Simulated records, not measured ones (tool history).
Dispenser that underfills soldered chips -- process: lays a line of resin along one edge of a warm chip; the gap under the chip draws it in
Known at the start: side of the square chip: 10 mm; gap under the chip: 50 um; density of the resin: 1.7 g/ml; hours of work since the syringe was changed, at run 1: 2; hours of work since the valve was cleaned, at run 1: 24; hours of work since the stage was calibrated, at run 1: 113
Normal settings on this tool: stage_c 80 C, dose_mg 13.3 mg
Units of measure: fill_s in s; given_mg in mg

run	hour	stage_c	dose_mg	hours of work since the syringe was changed	hours of work since the valve was cleaned	hours of work since the stage was calibrated	fill_s	given_mg
1	0	80	13.3	2	24	113	124.8	13.03
2	4.5	80	13.3	5	27	116	146.5	13.09
# hour 8.6: new syringe of resin
3	9.8	83	13.3	1	31	119	104.2	13.06
4	14.2	83	13.3	4	33	122	118.4	12.97
5	17.9	83	13.3	6	36	124	133.3	13.04
# hour 20: new syringe of resin
6	21	82	13.3	1	37	126	107.8	12.96
7	25.6	82	13.3	4	40	129	123.5	12.98
8	30.4	82	13.3	7	43	132	145.1	12.94
# hour 31.3: new syringe of resin
9	33.2	82	13.3	1	45	134	111.7	12.8
10	38.4	80	14.1	5	48	137	147.3	13.63
# hour 43: new syringe of resin
11	44.3	80	13.1	1	52	141	121.8	12.67
12	48.9	78	13.3	4	55	144	153.5	12.83
13	52.1	78	13.3	6	57	146	172.8	12.75
# hour 54.5: new syringe of resin
14	58	80	13.3	2	61	149	131.2	12.69
15	63.8	80	13.3	6	64	153	156.2	12.76
# hour 66: new syringe of resin
16	70	80	15.7	3	68	157	130.7	14.85
17	74.6	80	12.5	6	71	160	156	11.82
# hour 77.4: new syringe of resin
18	80	80	12.5	2	74	163	133.4	11.8
19	82.9	80	12.5	3	76	165	142.3	11.78
20	87.4	80	13.8	6	79	168	162	13.11
# hour 88.8: new syringe of resin
21	93.8	80	13.8	3	83	172	134.1	13.07
22	98.1	85	12.4	6	86	174	124.8	11.74
# hour 100: new syringe of resin
23	103.8	80	12.9	2	89	178	136.9	12.01
24	106.6	89	13.3	4	91	179	94.1	12.45
25	110.7	89	13.3	7	94	182	109	12.43
# hour 111.5: new syringe of resin
26	117.1	89	13.3	4	97	186	93	12.43
27	120.7	89	13.3	6	100	188	102.5	12.37
# hour 123.1: new syringe of resin
28	124.7	89	13.3	1	102	191	82	12.44
29	130.1	75	12.6	5	106	194	191.4	11.7
30	133.1	80	16.5	6	108	196	158.3	15.26
# hour 134.4: new syringe of resin
31	138.9	91	16.5	3	111	200	79	15.35
32	143.5	91	16.5	6	114	203	90.1	15.26
# hour 145.6: new syringe of resin
33	149.2	91	16.5	2	117	206	78.3	15.16

Run 34 has not been measured yet. What should we expect?
34	152.2	73	13.6	4	119	208	?	?

{"run 34": {"fill_s": 208.6, "given_mg": 12.68}}
If the tool had no hidden condition, the same run with the same run-to-run variation would have returned fill_s 154.3 s, given_mg 13.79 mg.
